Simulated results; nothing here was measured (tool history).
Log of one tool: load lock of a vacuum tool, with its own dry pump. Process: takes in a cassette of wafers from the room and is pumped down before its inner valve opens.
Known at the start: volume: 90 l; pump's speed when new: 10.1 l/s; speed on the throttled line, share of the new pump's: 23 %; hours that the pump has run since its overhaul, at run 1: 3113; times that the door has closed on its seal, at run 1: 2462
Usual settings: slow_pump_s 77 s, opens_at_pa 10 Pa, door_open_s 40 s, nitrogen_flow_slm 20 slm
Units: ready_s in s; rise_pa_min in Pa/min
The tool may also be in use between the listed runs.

run	hour	slow_pump_s	opens_at_pa	door_open_s	nitrogen_flow_slm	hours that the pump has run since its overhaul	times that the door has closed on its seal	incoming humidity of the room's air, %	ready_s	rise_pa_min
1	0	77	10	40	20	3113	2462	43.8	146.6	0.034
2	103.1	77	10	40	20	3217	2666	41	146.2	0.033
3	223.6	77	10	40	20	3337	2905	46.7	146.6	0.038
4	349	77	10	40	20	3462	3153	46.6	145.5	0.038
5	448.6	77	10	40	20	3562	3350	46.4	148.6	0.043
6	525.3	77	10	74	6	3639	3502	43.8	145.9	0.059
7	644.3	77	10	74	6	3758	3738	47.5	145.8	0.068
8	760.5	77	8	40	7	3874	3968	46.1	149.1	0.05
9	884.6	77	8	40	7	3998	4213	46.3	149.2	0.056
10	981.5	71	7	63	5	4095	4405	46.4	144.9	0.07

4 ways to go on from here, each from the tool as it stands after run 10. What would each give?
A	1065.9	56	10	81	5	4179	4572	47.7	?	?
B	1065.9	77	10	68	8	4179	4572	44.2	?	?
C	1065.9	71	7	63	13	4179	4572	45.4	?	?
D	1065.9	138	8	55	20	4179	4572	48.3	?	?

run	ready_s	rise_pa_min
A	131.8	0.075
B	146.5	0.072
C	146.3	0.056
D	194.9	0.05
Without the tool's hidden state the same runs would have given:
run	ready_s	rise_pa_min
A	126.4	0.049
B	141.5	0.045
C	140.9	0.029
D	190.8	0.023
